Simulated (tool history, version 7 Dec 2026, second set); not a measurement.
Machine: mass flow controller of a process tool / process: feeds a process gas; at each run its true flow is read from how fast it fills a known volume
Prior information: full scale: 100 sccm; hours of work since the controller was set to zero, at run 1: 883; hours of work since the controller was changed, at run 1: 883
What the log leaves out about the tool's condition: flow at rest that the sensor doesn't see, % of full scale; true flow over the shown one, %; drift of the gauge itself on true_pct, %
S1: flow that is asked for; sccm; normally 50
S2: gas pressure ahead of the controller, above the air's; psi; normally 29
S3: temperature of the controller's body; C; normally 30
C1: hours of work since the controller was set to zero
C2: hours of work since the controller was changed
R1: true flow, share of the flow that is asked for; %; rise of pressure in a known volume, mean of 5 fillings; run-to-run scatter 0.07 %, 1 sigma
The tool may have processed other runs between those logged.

run 1 hour=0 | S1=50 S2=29 S3=30 | C1=883 C2=883 | R1=98.59
run 2 hour=32.4 | S1=50 S2=29 S3=30 | C1=901 C2=901 | R1=98.43
run 3 hour=79.3 | S1=50 S2=35.5 S3=30 | C1=926 C2=926 | R1=98.86
run 4 hour=157 | S1=50 S2=35.5 S3=30 | C1=968 C2=968 | R1=98.71
run 5 hour=232.6 | S1=50 S2=29 S3=30 | C1=1009 C2=1009 | R1=98.67
run 6 hour=281 | S1=50 S2=29 S3=21 | C1=1035 C2=1035 | R1=98.39
run 7 hour=320 | S1=50 S2=29 S3=30 | C1=1056 C2=1056 | R1=98.62
run 8 hour=376.5 | S1=50 S2=29 S3=30 | C1=1087 C2=1087 | R1=98.73
run 9 hour=418.9 | S1=20 S2=29 S3=30 | C1=1110 C2=1110 | R1=97.36
run 10 hour=469.6 | S1=20 S2=29 S3=31 | C1=1138 C2=1138 | R1=97.43
run 11 hour=530.4 | S1=20 S2=29 S3=31 | C1=1170 C2=1170 | R1=97.41
run 12 hour=601.1 | S1=69 S2=29 S3=30 | C1=1209 C2=1209 | R1=99.25
run 13 hour=669.7 | S1=53 S2=29 S3=30 | C1=1246 C2=1246 | R1=98.64
run 14 hour=733.3 | S1=50 S2=29 S3=30 | C1=1280 C2=1280 | R1=98.65
run 15 hour=792.1 | S1=50 S2=29 S3=30 | C1=1312 C2=1312 | R1=98.62
run 16 hour=840.5 | S1=50 S2=29 S3=30 | C1=1338 C2=1338 | R1=98.62
run 17 hour=879.9 | S1=55 S2=28.3 S3=24 | C1=1360 C2=1360 | R1=98.67
run 18 hour=916.2 | S1=55 S2=28.3 S3=24 | C1=1380 C2=1380 | R1=98.74
run 19 hour=953.8 | S1=10 S2=22.2 S3=22 | C1=1400 C2=1400 | R1=96.06
run 20 hour=1028.2 | S1=10 S2=22.2 S3=32 | C1=1440 C2=1440 | R1=96.19
run 21 hour=1090.5 | S1=10 S2=22.2 S3=32 | C1=1474 C2=1474 | R1=96.18
run 22 hour=1123.5 | S1=49 S2=25.7 S3=32 | C1=1492 C2=1492 | R1=98.62
run 23 hour=1188.1 | S1=49 S2=25.7 S3=32 | C1=1527 C2=1527 | R1=98.65
run 24 hour=1256.7 | S1=49 S2=25.7 S3=32 | C1=1564 C2=1564 | R1=98.73
run 25 hour=1305.7 | S1=49 S2=25.7 S3=32 | C1=1591 C2=1591 | R1=98.65
run 26 hour=1338.2 | S1=12 S2=26.7 S3=32 | C1=1608 C2=1608 | R1=96.52
run 27 hour=1397.5 | S1=12 S2=26.7 S3=32 | C1=1640 C2=1640 | R1=96.55
run 28 hour=1436.4 | S1=30 S2=26 S3=32 | C1=1661 C2=1661 | R1=97.82
run 29 hour=1511.2 | S1=69 S2=28.4 S3=32 | C1=1702 C2=1702 | R1=99.37
run 30 hour=1587.3 | S1=48 S2=26.3 S3=30 | C1=1743 C2=1743 | R1=98.53
run 31 hour=1663.4 | S1=30 S2=23.8 S3=26 | C1=1784 C2=1784 | R1=97.63

Subtracting, for every run, the result it would have given without the tool's unlogged condition from the measured result gives the following. The same run-to-run variation enters both numbers; the gauge's scatter may not:
run=1 R1=+0.03
run=2 R1=+0.03
run=3 R1=+0.03
run=4 R1=+0.03
run=5 R1=+0.03
run=6 R1=+0.04
run=7 R1=+0.04
run=8 R1=+0.04
run=9 R1=-0.29
run=10 R1=-0.3
run=11 R1=-0.31
run=12 R1=+0.11
run=13 R1=+0.06
run=14 R1=+0.04
run=15 R1=+0.05
run=16 R1=+0.05
run=17 R1=+0.07
run=18 R1=+0.07
run=19 R1=-1.04
run=20 R1=-1.07
run=21 R1=-1.1
run=22 R1=+0.05
run=23 R1=+0.05
run=24 R1=+0.05
run=25 R1=+0.04
run=26 R1=-0.94
run=27 R1=-0.96
run=28 R1=-0.16
run=29 R1=+0.14
run=30 R1=+0.04
run=31 R1=-0.17

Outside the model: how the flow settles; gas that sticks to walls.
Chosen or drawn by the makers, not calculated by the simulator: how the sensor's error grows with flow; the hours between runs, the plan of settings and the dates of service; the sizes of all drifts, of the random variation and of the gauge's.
